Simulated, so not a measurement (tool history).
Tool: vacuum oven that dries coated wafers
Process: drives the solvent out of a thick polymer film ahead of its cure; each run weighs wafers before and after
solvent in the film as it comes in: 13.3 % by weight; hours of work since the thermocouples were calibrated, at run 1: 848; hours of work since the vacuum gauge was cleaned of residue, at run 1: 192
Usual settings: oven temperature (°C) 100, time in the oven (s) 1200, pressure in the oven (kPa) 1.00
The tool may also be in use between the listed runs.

run,day,oven temperature (°C),time in the oven (s),pressure in the oven (kPa),hours of work since the thermocouples were calibrated,hours of work since the vacuum gauge was cleaned of residue,solvent left in the film (%)
1,0.000,100,1200,1.00,848,192,0.63
2,0.362,100,1200,1.00,854,198,0.62
3,0.921,100,1200,1.00,863,207,0.57
4,1.325,100,1200,1.00,869,213,0.62
5,1.883,100,1200,1.00,877,221,0.61
6,2.250,100,1200,1.00,883,227,0.62
7,2.512,100,1200,1.00,887,231,0.61
8,2.746,100,1200,1.00,891,235,0.61
9,3.308,100,1200,0.97,899,243,0.60
10,3.746,100,1200,0.97,906,250,0.59
11,4.229,99,660,2.95,913,257,2.47
12,4.550,99,1020,2.95,918,262,1.56
13,4.804,105,1020,0.71,922,266,0.37
14,5.238,105,1020,0.71,929,273,0.39
15,5.708,105,1020,0.71,936,280,0.39

The same runs without the tool's hidden state, with the same run-to-run variation:
The hidden state here: true wafer temperature over the reading, C; true pressure over the reading, kPa; drift of the gauge itself on solvent_pct, %.
run,solvent left in the film (%)
1,0.76
2,0.75
3,0.70
4,0.76
5,0.74
6,0.75
7,0.74
8,0.74
9,0.73
10,0.73
11,2.88
12,1.81
13,0.46
14,0.48
15,0.48

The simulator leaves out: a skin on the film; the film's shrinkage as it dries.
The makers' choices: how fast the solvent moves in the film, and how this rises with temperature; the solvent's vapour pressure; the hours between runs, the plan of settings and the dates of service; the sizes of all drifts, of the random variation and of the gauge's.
